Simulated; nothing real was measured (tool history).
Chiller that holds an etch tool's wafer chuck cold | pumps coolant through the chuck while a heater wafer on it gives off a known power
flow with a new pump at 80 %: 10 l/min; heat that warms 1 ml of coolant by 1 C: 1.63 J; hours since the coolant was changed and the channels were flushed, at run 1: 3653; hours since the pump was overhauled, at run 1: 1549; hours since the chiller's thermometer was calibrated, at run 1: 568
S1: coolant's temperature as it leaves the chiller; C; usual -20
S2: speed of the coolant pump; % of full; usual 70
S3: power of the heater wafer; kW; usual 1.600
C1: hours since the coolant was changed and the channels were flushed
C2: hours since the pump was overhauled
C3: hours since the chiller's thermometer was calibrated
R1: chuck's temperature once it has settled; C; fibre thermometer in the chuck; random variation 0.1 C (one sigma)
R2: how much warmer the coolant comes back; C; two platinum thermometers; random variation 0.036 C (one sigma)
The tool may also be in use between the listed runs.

{"run": 1, "hour": 0.0, "S1": -20, "S2": 70, "S3": 1.6, "C1": 3653, "C2": 1549, "C3": 568, "R1": -7.7, "R2": 6.72}
{"run": 2, "hour": 36.0, "S1": -20, "S2": 70, "S3": 1.6, "C1": 3689, "C2": 1585, "C3": 604, "R1": -7.7, "R2": 6.78}
{"run": 3, "hour": 68.3, "S1": -20, "S2": 70, "S3": 1.6, "C1": 3722, "C2": 1617, "C3": 637, "R1": -7.7, "R2": 6.7}
{"run": 4, "hour": 106.5, "S1": -20, "S2": 70, "S3": 1.6, "C1": 3760, "C2": 1656, "C3": 675, "R1": -7.7, "R2": 6.69}
{"run": 5, "hour": 148.8, "S1": -20, "S2": 70, "S3": 1.6, "C1": 3802, "C2": 1698, "C3": 717, "R1": -7.9, "R2": 6.74}
{"run": 6, "hour": 171.8, "S1": -20, "S2": 70, "S3": 1.525, "C1": 3825, "C2": 1721, "C3": 740, "R1": -8.3, "R2": 6.37}
{"run": 7, "hour": 217.0, "S1": -20, "S2": 93, "S3": 1.6, "C1": 3870, "C2": 1766, "C3": 785, "R1": -10.2, "R2": 4.93}
{"run": 8, "hour": 245.0, "S1": -20, "S2": 79, "S3": 1.6, "C1": 3898, "C2": 1794, "C3": 813, "R1": -8.7, "R2": 5.85}
{"run": 9, "hour": 299.3, "S1": -20, "S2": 79, "S3": 1.6, "C1": 3953, "C2": 1848, "C3": 868, "R1": -8.8, "R2": 5.78}
{"run": 10, "hour": 344.5, "S1": -20, "S2": 79, "S3": 1.6, "C1": 3998, "C2": 1894, "C3": 913, "R1": -8.8, "R2": 5.79}
{"run": 11, "hour": 375.0, "S1": -20, "S2": 70, "S3": 1.6, "C1": 4028, "C2": 1924, "C3": 943, "R1": -7.6, "R2": 6.59}
{"run": 12, "hour": 406.8, "S1": -20, "S2": 87, "S3": 1.6, "C1": 4060, "C2": 1956, "C3": 975, "R1": -9.6, "R2": 5.27}
{"run": 13, "hour": 436.3, "S1": -20, "S2": 87, "S3": 1.6, "C1": 4090, "C2": 1985, "C3": 1005, "R1": -9.6, "R2": 5.26}
{"run": 14, "hour": 472.6, "S1": -20, "S2": 70, "S3": 1.6, "C1": 4126, "C2": 2022, "C3": 1041, "R1": -7.6, "R2": 6.55}
{"run": 15, "hour": 510.6, "S1": -20, "S2": 70, "S3": 1.6, "C1": 4164, "C2": 2060, "C3": 1079, "R1": -7.6, "R2": 6.56}
{"run": 16, "hour": 564.5, "S1": -20, "S2": 70, "S3": 1.6, "C1": 4218, "C2": 2114, "C3": 1133, "R1": -7.6, "R2": 6.5}
{"run": 17, "hour": 618.5, "S1": -20, "S2": 70, "S3": 1.6, "C1": 4272, "C2": 2168, "C3": 1187, "R1": -7.6, "R2": 6.38}
{"run": 18, "hour": 666.8, "S1": -16, "S2": 63, "S3": 1.076, "C1": 4320, "C2": 2216, "C3": 1235, "R1": -7.1, "R2": 4.78}
{"hour": 691.4, "done": "gauge calibrated"}
{"run": 19, "hour": 703.8, "S1": -16, "S2": 92, "S3": 1.413, "C1": 4357, "C2": 2253, "C3": 1272, "R1": -7.1, "R2": 4.55}
{"run": 20, "hour": 740.6, "S1": -16, "S2": 92, "S3": 1.413, "C1": 4394, "C2": 2290, "C3": 1309, "R1": -7.2, "R2": 4.46}
{"run": 21, "hour": 776.4, "S1": -14, "S2": 87, "S3": 1.73, "C1": 4430, "C2": 2326, "C3": 1345, "R1": -2.8, "R2": 5.85}
{"run": 22, "hour": 828.7, "S1": -14, "S2": 87, "S3": 1.73, "C1": 4482, "C2": 2378, "C3": 1397, "R1": -2.9, "R2": 5.79}
{"run": 23, "hour": 871.3, "S1": -14, "S2": 76, "S3": 1.6, "C1": 4525, "C2": 2420, "C3": 1440, "R1": -2.4, "R2": 6.11}
{"run": 24, "hour": 922.1, "S1": -14, "S2": 91, "S3": 1.6, "C1": 4576, "C2": 2471, "C3": 1490, "R1": -4.2, "R2": 4.98}
{"run": 25, "hour": 967.8, "S1": -14, "S2": 91, "S3": 1.6, "C1": 4621, "C2": 2517, "C3": 1536, "R1": -4.2, "R2": 5.04}
{"run": 26, "hour": 1005.2, "S1": -14, "S2": 91, "S3": 1.6, "C1": 4659, "C2": 2554, "C3": 1573, "R1": -3.9, "R2": 5.08}
{"run": 27, "hour": 1051.3, "S1": -23, "S2": 84, "S3": 2.09, "C1": 4705, "C2": 2600, "C3": 1620, "R1": -9.0, "R2": 7.18}
{"run": 28, "hour": 1085.3, "S1": -26, "S2": 66, "S3": 0.883, "C1": 4739, "C2": 2634, "C3": 1654, "R1": -18.8, "R2": 3.82}
{"run": 29, "hour": 1113.5, "S1": -26, "S2": 66, "S3": 0.883, "C1": 4767, "C2": 2663, "C3": 1682, "R1": -18.8, "R2": 3.76}
{"run": 30, "hour": 1142.5, "S1": -26, "S2": 66, "S3": 0.883, "C1": 4796, "C2": 2692, "C3": 1711, "R1": -18.9, "R2": 3.83}
{"run": 31, "hour": 1185.4, "S1": -20, "S2": 69, "S3": 1.159, "C1": 4839, "C2": 2734, "C3": 1754, "R1": -11.1, "R2": 4.75}
{"run": 32, "hour": 1211.1, "S1": -27, "S2": 70, "S3": 1.6, "C1": 4865, "C2": 2760, "C3": 1779, "R1": -14.7, "R2": 6.57}

Hidden state or all else? Some run-to-run changes of R2, split into what the settings, what came in and random variation would give without the hidden state, and what is left for the hidden state (with any gauge scatter that isn't in both results):
The hidden state here: heat passed by the chuck's channels, % of clean ones'; flow at a given pump speed, % of a new pump's; coolant's true temperature over the reading, C; drift of the gauge itself on chuck_c, C; drift of the gauge itself on warmer_back_c, C.
Run 8 -> 9: no setting changed, nothing entered. R2 -0.07 C: hidden state -0.03, all else -0.04.
Run 16 -> 17: no setting changed, nothing entered. R2 -0.12 C: hidden state -0.03, all else -0.09.
Run 18 -> 19: S2 63 -> 92, S3 1.076 -> 1.413, gauge calibrated. R2 -0.23 C: hidden state +0.28, all else -0.51.
Run 26 -> 27: S1 -14 -> -23, S2 91 -> 84, S3 1.600 -> 2.090. R2 +2.10 C: hidden state -0.02, all else +2.12.
Run 27 -> 28: S1 -23 -> -26, S2 84 -> 66, S3 2.090 -> 0.883. R2 -3.36 C: hidden state -0.01, all else -3.35.
Run 31 -> 32: S1 -20 -> -27, S2 69 -> 70, S3 1.159 -> 1.600. R2 +1.82 C: hidden state -0.01, all else +1.83.

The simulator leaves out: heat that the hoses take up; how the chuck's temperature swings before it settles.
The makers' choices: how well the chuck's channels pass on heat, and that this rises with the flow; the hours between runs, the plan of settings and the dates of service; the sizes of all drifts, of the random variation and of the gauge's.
